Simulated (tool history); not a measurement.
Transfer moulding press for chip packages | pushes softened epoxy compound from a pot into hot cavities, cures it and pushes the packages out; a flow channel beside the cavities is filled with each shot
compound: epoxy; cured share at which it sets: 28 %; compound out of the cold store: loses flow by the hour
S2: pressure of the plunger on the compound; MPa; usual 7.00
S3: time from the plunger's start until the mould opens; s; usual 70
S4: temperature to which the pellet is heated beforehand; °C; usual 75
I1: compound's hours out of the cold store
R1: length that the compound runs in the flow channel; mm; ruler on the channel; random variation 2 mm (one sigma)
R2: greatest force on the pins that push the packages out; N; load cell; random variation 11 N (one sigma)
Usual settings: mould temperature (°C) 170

run 1 hour=0.0 | mould_temperature_(°C)=170 S2=7.00 S3=70 S4=75 | I1=14.2 | R1=610 R2=749
-- hour=15.5 cavities cleaned with cleaning compound and waxed
run 2 hour=17.4 | mould_temperature_(°C)=170 S2=7.00 S3=70 S4=75 | I1=17.7 | R1=600 R2=1018
run 3 hour=28.3 | mould_temperature_(°C)=170 S2=7.00 S3=70 S4=75 | I1=27.6 | R1=571 R2=1052
-- hour=42.6 cavities cleaned with cleaning compound and waxed
run 4 hour=50.0 | mould_temperature_(°C)=170 S2=7.00 S3=70 S4=75 | I1=17.9 | R1=593 R2=649
-- hour=63.5 plunger's sealing rings changed
-- hour=70.8 cavities cleaned with cleaning compound and waxed, once more
run 5 hour=79.2 | mould_temperature_(°C)=170 S2=7.00 S3=70 S4=75 | I1=26.9 | R1=598 R2=690
-- hour=99.7 cavities cleaned with cleaning compound and waxed
run 6 hour=102.8 | mould_temperature_(°C)=170 S2=7.00 S3=70 S4=71 | I1=38.1 | R1=570 R2=589
run 7 hour=119.3 | mould_temperature_(°C)=170 S2=6.79 S3=70 S4=71 | I1=41.3 | R1=553 R2=822
-- hour=126.9 cavities cleaned with cleaning compound and waxed
run 8 hour=137.5 | mould_temperature_(°C)=170 S2=6.79 S3=70 S4=71 | I1=40.3 | R1=552 R2=710
-- hour=155.3 cavities cleaned with cleaning compound and waxed
run 9 hour=155.8 | mould_temperature_(°C)=170 S2=6.79 S3=70 S4=71 | I1=15.8 | R1=618 R2=576
run 10 hour=166.0 | mould_temperature_(°C)=170 S2=6.79 S3=70 S4=71 | I1=33.5 | R1=566 R2=736
-- hour=183.3 cavities cleaned with cleaning compound and waxed
run 11 hour=191.5 | mould_temperature_(°C)=170 S2=6.79 S3=70 S4=71 | I1=11.1 | R1=625 R2=771
-- hour=210.7 cavities cleaned with cleaning compound and waxed
run 12 hour=216.5 | mould_temperature_(°C)=170 S2=6.79 S3=70 S4=71 | I1=43.0 | R1=540 R2=652
run 13 hour=229.0 | mould_temperature_(°C)=170 S2=6.79 S3=70 S4=71 | I1=39.0 | R1=548 R2=872
-- hour=238.3 cavities cleaned with cleaning compound and waxed
run 14 hour=251.1 | mould_temperature_(°C)=170 S2=7.00 S3=70 S4=75 | I1=45.3 | R1=540 R2=736
-- hour=266.0 cavities cleaned with cleaning compound and waxed
run 15 hour=272.6 | mould_temperature_(°C)=170 S2=7.00 S3=70 S4=75 | I1=44.1 | R1=539 R2=636
run 16 hour=286.2 | mould_temperature_(°C)=170 S2=7.00 S3=70 S4=75 | I1=25.2 | R1=592 R2=840
-- hour=293.1 cavities cleaned with cleaning compound and waxed
run 17 hour=305.4 | mould_temperature_(°C)=163 S2=7.00 S3=70 S4=75 | I1=25.4 | R1=601 R2=1342
-- hour=320.2 cavities cleaned with cleaning compound and waxed
run 18 hour=329.5 | mould_temperature_(°C)=163 S2=8.16 S3=70 S4=75 | I1=19.3 | R1=663 R2=1355
run 19 hour=342.5 | mould_temperature_(°C)=170 S2=7.00 S3=67 S4=80 | I1=43.8 | R1=533 R2=939
-- hour=347.4 cavities cleaned with cleaning compound and waxed
run 20 hour=364.8 | mould_temperature_(°C)=170 S2=5.52 S3=87 S4=81 | I1=25.2 | R1=512 R2=594
-- hour=374.0 cavities cleaned with cleaning compound and waxed
run 21 hour=381.3 | mould_temperature_(°C)=170 S2=5.52 S3=87 S4=81 | I1=30.2 | R1=499 R2=497
run 22 hour=394.5 | mould_temperature_(°C)=170 S2=7.00 S3=70 S4=68 | I1=43.1 | R1=528 R2=869
-- hour=400.7 cavities cleaned with cleaning compound and waxed
run 23 hour=414.4 | mould_temperature_(°C)=177 S2=5.58 S3=67 S4=76 | I1=40.9 | R1=467 R2=559
run 24 hour=425.6 | mould_temperature_(°C)=170 S2=7.00 S3=71 S4=75 | I1=21.3 | R1=584 R2=952
-- hour=428.2 cavities cleaned with cleaning compound and waxed
-- hour=441.0 plunger's sealing rings changed
run 25 hour=449.2 | mould_temperature_(°C)=170 S2=7.00 S3=71 S4=75 | I1=33.7 | R1=591 R2=808
-- hour=457.9 cavities cleaned with cleaning compound and waxed
run 26 hour=467.0 | mould_temperature_(°C)=164 S2=7.00 S3=71 S4=74 | I1=10.8 | R1=664 R2=1243
-- hour=485.2 cavities cleaned with cleaning compound and waxed
run 27 hour=489.4 | mould_temperature_(°C)=168 S2=7.00 S3=70 S4=70 | I1=20.9 | R1=622 R2=753
run 28 hour=503.9 | mould_temperature_(°C)=168 S2=7.00 S3=70 S4=70 | I1=41.0 | R1=569 R2=979

3 ways to go on from here, each from the tool as it stands after run 28. What would each give?
-- hour=512.6 cavities cleaned with cleaning compound and waxed
run A hour=528.9 | mould_temperature_(°C)=176 S2=7.00 S3=54 S4=75 | I1=39.7 | R1=? R2=?
-- hour=512.6 cavities cleaned with cleaning compound and waxed
run B hour=528.9 | mould_temperature_(°C)=170 S2=7.00 S3=78 S4=77 | I1=39.9 | R1=? R2=?
-- hour=512.6 cavities cleaned with cleaning compound and waxed
run C hour=528.9 | mould_temperature_(°C)=172 S2=6.49 S3=70 S4=75 | I1=10.5 | R1=? R2=?

run=A R1=551 R2=956
run=B R1=563 R2=680
run=C R1=613 R2=752
Without the tool's hidden state the same runs would have given:
run=A R1=558 R2=578
run=B R1=569 R2=420
run=C R1=620 R2=457

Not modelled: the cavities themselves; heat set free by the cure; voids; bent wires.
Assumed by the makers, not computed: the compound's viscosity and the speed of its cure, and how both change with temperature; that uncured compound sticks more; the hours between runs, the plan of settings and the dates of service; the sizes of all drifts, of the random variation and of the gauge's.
